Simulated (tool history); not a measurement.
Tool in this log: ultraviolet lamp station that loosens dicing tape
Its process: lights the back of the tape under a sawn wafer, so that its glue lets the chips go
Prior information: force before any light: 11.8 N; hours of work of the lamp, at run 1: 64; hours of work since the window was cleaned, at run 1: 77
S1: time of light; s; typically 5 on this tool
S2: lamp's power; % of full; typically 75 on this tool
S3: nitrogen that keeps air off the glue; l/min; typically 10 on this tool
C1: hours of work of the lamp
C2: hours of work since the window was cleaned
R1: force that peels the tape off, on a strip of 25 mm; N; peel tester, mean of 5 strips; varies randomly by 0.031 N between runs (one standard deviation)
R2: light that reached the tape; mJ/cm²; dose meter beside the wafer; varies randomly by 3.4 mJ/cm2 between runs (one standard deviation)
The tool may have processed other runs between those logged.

run	hour	S1	S2	S3	C1	C2	R1	R2
1	0	5	75	10	64	77	1.683	516
2	6.1	5	75	8	67	80	1.892	515
3	16.5	5	75	8	72	85	1.9	514
4	23.7	7	75	10	75	89	0.87	725
# hour 25.1: window cleaned of glue's vapour
5	33.4	7	75	10	79	4	0.896	717
6	42.7	7	75	10	84	8	0.889	710
# hour 49.5: window cleaned of glue's vapour, once more
7	51.4	2	72	11	88	1	5.353	202
8	57.3	2	72	11	91	4	5.47	200
9	62.8	2	100	17	93	6	3.505	277
10	67.5	2	60	9	96	9	6.293	167
11	74.8	2	60	9	99	12	6.393	168
12	80.4	2	60	9	102	15	6.433	166

Forecast each of these 3 alternatives for the next run:
A	88	3	65	14	106	19	?	?
B	88	3	60	16	106	19	?	?
C	88	5	87	14	106	19	?	?

run	R1	R2
A	3.719	268
B	4.004	250
C	1.059	605
Take away the tool's hidden state, keep each run's random variation, and the runs would have read:
run	R1	R2
A	3.502	282
B	3.782	264
C	0.948	638
